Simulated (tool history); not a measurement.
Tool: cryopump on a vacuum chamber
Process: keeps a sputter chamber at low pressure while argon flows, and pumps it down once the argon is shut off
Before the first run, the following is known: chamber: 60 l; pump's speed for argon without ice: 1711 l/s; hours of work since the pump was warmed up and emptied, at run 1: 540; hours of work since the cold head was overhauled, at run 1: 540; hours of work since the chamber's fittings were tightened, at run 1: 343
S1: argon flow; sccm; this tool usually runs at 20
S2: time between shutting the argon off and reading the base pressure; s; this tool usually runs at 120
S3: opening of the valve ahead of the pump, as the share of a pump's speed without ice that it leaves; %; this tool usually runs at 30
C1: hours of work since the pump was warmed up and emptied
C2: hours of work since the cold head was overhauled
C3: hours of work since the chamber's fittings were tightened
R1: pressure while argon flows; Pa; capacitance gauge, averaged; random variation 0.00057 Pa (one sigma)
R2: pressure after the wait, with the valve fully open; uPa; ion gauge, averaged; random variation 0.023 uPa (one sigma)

| run | hour | S1 | S2 | S3 | C1 | C2 | C3 | R1 | R2 |
|---|---|---|---|---|---|---|---|---|---|
| 1 | 0.0 | 20 | 120 | 30 | 540 | 540 | 343 | 0.0724 | 1.07 |
| 2 | 22.7 | 20 | 120 | 30 | 553 | 553 | 356 | 0.0727 | 1.12 |
| 3 | 40.3 | 20 | 120 | 30 | 563 | 563 | 366 | 0.0728 | 1.10 |
| 4 | 61.9 | 20 | 120 | 30 | 576 | 576 | 379 | 0.0731 | 1.08 |
| 5 | 83.4 | 20 | 120 | 30 | 588 | 588 | 391 | 0.0741 | 1.16 |
| 6 | 104.6 | 20 | 120 | 17 | 600 | 600 | 403 | 0.1243 | 1.18 |
| 7 | 136.3 | 20 | 120 | 17 | 618 | 618 | 421 | 0.1248 | 1.14 |
|  | 166.0 | pump warmed up, emptied and cooled again |
| 8 | 171.1 | 20 | 120 | 17 | 3 | 635 | 438 | 0.1162 | 1.01 |
| 9 | 188.9 | 20 | 120 | 17 | 13 | 645 | 449 | 0.1164 | 1.02 |
| 10 | 217.0 | 20 | 120 | 29 | 29 | 662 | 465 | 0.0683 | 1.06 |
| 11 | 244.3 | 15 | 120 | 30 | 45 | 677 | 480 | 0.0502 | 1.06 |
| 12 | 273.9 | 15 | 120 | 30 | 62 | 694 | 497 | 0.0505 | 1.05 |
| 13 | 304.8 | 20 | 120 | 30 | 79 | 712 | 515 | 0.0666 | 1.06 |
| 14 | 321.9 | 20 | 120 | 30 | 89 | 722 | 525 | 0.0663 | 1.04 |
| 15 | 347.8 | 20 | 120 | 29 | 104 | 736 | 539 | 0.0697 | 1.09 |
| 16 | 366.4 | 20 | 82 | 30 | 115 | 747 | 550 | 0.0684 | 1.32 |
| 17 | 394.3 | 20 | 120 | 39 | 131 | 763 | 566 | 0.0522 | 1.10 |
| 18 | 422.6 | 8 | 22 | 39 | 147 | 779 | 582 | 0.0207 | 3.77 |
| 19 | 450.7 | 25 | 120 | 30 | 163 | 795 | 598 | 0.0848 | 1.10 |
| 20 | 483.9 | 12 | 120 | 54 | 182 | 814 | 617 | 0.0230 | 1.11 |
| 21 | 508.3 | 12 | 120 | 54 | 196 | 828 | 631 | 0.0225 | 1.20 |
| 22 | 541.0 | 37 | 120 | 27 | 214 | 847 | 650 | 0.1400 | 1.19 |
| 23 | 563.0 | 29 | 28 | 21 | 227 | 859 | 663 | 0.1385 | 3.09 |
| 24 | 594.4 | 29 | 28 | 21 | 245 | 877 | 681 | 0.1416 | 3.09 |
| 25 | 620.5 | 29 | 28 | 21 | 260 | 892 | 695 | 0.1417 | 3.13 |
| 26 | 645.3 | 12 | 36 | 52 | 274 | 907 | 710 | 0.0251 | 2.63 |
| 27 | 662.8 | 12 | 36 | 52 | 284 | 917 | 720 | 0.0248 | 2.55 |

Run 28 comes next. What will it give?
| 28 | 677.5 | 12 | 239 | 23 | 293 | 925 | 728 | ? | ? |

Run 28 gave R1 0.0542 Pa, R2 0.97 uPa.
If the tool had no hidden condition, the same run with the same run-to-run variation would have returned R1 0.0520 Pa, R2 0.49 uPa.
